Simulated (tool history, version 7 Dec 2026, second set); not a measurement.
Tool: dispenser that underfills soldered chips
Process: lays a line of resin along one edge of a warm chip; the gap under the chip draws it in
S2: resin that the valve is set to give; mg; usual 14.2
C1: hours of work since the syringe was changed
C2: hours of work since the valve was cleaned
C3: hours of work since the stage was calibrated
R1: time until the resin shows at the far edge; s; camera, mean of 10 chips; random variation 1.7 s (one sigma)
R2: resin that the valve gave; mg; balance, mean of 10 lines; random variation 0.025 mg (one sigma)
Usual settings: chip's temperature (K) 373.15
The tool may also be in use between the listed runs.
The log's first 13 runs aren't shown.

{"hour": 133.4, "done": "new syringe of resin"}
{"run": 14, "hour": 133.8, "chip's temperature (K)": 373.15, "S2": 16.1, "C1": 0, "C2": 23, "C3": 390, "R1": 185.5, "R2": 15.93}
{"run": 15, "hour": 140.6, "chip's temperature (K)": 373.15, "S2": 16.1, "C1": 5, "C2": 28, "C3": 394, "R1": 245.9, "R2": 15.82}
{"hour": 143.4, "done": "new syringe of resin"}
{"run": 16, "hour": 146.5, "chip's temperature (K)": 373.15, "S2": 18.4, "C1": 2, "C2": 31, "C3": 398, "R1": 204.6, "R2": 18.07}
{"hour": 153.6, "done": "new syringe of resin"}
{"run": 17, "hour": 157.3, "chip's temperature (K)": 373.15, "S2": 13, "C1": 2, "C2": 38, "C3": 405, "R1": 215.3, "R2": 12.73}
{"hour": 163.9, "done": "new syringe of resin"}
{"run": 18, "hour": 165.9, "chip's temperature (K)": 385.15, "S2": 18.1, "C1": 1, "C2": 44, "C3": 410, "R1": 115.6, "R2": 17.69}
{"hour": 174.4, "done": "new syringe of resin"}
{"run": 19, "hour": 177.1, "chip's temperature (K)": 372.15, "S2": 13.9, "C1": 2, "C2": 51, "C3": 417, "R1": 217, "R2": 13.49}
{"hour": 180.2, "done": "dispensing valve cleaned and set on the balance"}
{"run": 20, "hour": 183.9, "chip's temperature (K)": 382.15, "S2": 17.7, "C1": 5, "C2": 2, "C3": 421, "R1": 170.1, "R2": 17.73}
{"hour": 185.3, "done": "new syringe of resin"}
{"hour": 195.5, "done": "new syringe of resin"}
{"run": 21, "hour": 195.7, "chip's temperature (K)": 367.15, "S2": 18.4, "C1": 0, "C2": 10, "C3": 428, "R1": 243, "R2": 18.38}
{"run": 22, "hour": 204.4, "chip's temperature (K)": 383.15, "S2": 15.6, "C1": 6, "C2": 15, "C3": 434, "R1": 177.1, "R2": 15.49}
{"hour": 205.2, "done": "new syringe of resin"}
{"hour": 215.4, "done": "new syringe of resin"}
{"run": 23, "hour": 216.1, "chip's temperature (K)": 373.15, "S2": 13.3, "C1": 0, "C2": 22, "C3": 441, "R1": 184.5, "R2": 13.16}
{"run": 24, "hour": 224.3, "chip's temperature (K)": 375.15, "S2": 13.3, "C1": 6, "C2": 28, "C3": 446, "R1": 240.5, "R2": 13.1}
{"hour": 225.2, "done": "new syringe of resin"}
{"run": 25, "hour": 230.9, "chip's temperature (K)": 375.15, "S2": 13.3, "C1": 4, "C2": 32, "C3": 450, "R1": 216.9, "R2": 13.1}
{"hour": 235.3, "done": "new syringe of resin"}
{"run": 26, "hour": 241.7, "chip's temperature (K)": 375.15, "S2": 13.3, "C1": 4, "C2": 39, "C3": 457, "R1": 228.3, "R2": 13.07}
{"hour": 245.7, "done": "new syringe of resin"}
{"run": 27, "hour": 249.5, "chip's temperature (K)": 376.15, "S2": 13.9, "C1": 2, "C2": 43, "C3": 462, "R1": 192.1, "R2": 13.66}
{"hour": 256.1, "done": "new syringe of resin"}
{"run": 28, "hour": 260.5, "chip's temperature (K)": 380.15, "S2": 17.6, "C1": 3, "C2": 50, "C3": 469, "R1": 169.2, "R2": 17.13}
{"hour": 264.5, "done": "dispensing valve cleaned and set on the balance"}
{"hour": 267.2, "done": "new syringe of resin"}
{"run": 29, "hour": 273.4, "chip's temperature (K)": 380.15, "S2": 17.6, "C1": 4, "C2": 6, "C3": 476, "R1": 178.5, "R2": 17.55}
{"hour": 277.5, "done": "new syringe of resin"}
{"run": 30, "hour": 280.2, "chip's temperature (K)": 381.15, "S2": 17.8, "C1": 2, "C2": 10, "C3": 480, "R1": 144.2, "R2": 17.7}
{"run": 31, "hour": 286.7, "chip's temperature (K)": 359.15, "S2": 13, "C1": 6, "C2": 14, "C3": 485, "R1": 529.3, "R2": 12.96}
{"hour": 287.8, "done": "new syringe of resin"}
{"hour": 298.0, "done": "new syringe of resin"}
{"run": 32, "hour": 298.0, "chip's temperature (K)": 371.15, "S2": 13.1, "C1": 0, "C2": 21, "C3": 492, "R1": 201.3, "R2": 12.95}
{"hour": 308.4, "done": "new syringe of resin"}
{"run": 33, "hour": 308.7, "chip's temperature (K)": 367.15, "S2": 12.9, "C1": 0, "C2": 28, "C3": 498, "R1": 251.5, "R2": 12.68}

Forecast each of these 5 alternatives for the next run:
{"run": "A", "hour": 317.1, "chip's temperature (K)": 377.15, "S2": 12.5, "C1": 6, "C2": 33, "C3": 504, "R1": "?", "R2": "?"}
{"run": "B", "hour": 317.1, "chip's temperature (K)": 385.15, "S2": 16.1, "C1": 6, "C2": 33, "C3": 504, "R1": "?", "R2": "?"}
{"run": "C", "hour": 317.1, "chip's temperature (K)": 374.15, "S2": 13.6, "C1": 6, "C2": 33, "C3": 504, "R1": "?", "R2": "?"}
{"run": "D", "hour": 317.1, "chip's temperature (K)": 362.15, "S2": 16.5, "C1": 6, "C2": 33, "C3": 504, "R1": "?", "R2": "?"}
{"run": "E", "hour": 317.1, "chip's temperature (K)": 375.15, "S2": 15.8, "C1": 6, "C2": 33, "C3": 504, "R1": "?", "R2": "?"}

run=A R1=228.9 R2=12.27
run=B R1=162.8 R2=15.85
run=C R1=256.9 R2=13.39
run=D R1=445.5 R2=16.17
run=E R1=248 R2=15.52
Without the tool's hidden state the same runs would have given:
run=A R1=142.1 R2=12.49
run=B R1=102 R2=16.13
run=C R1=159.4 R2=13.63
run=D R1=274.4 R2=16.46
run=E R1=154 R2=15.79
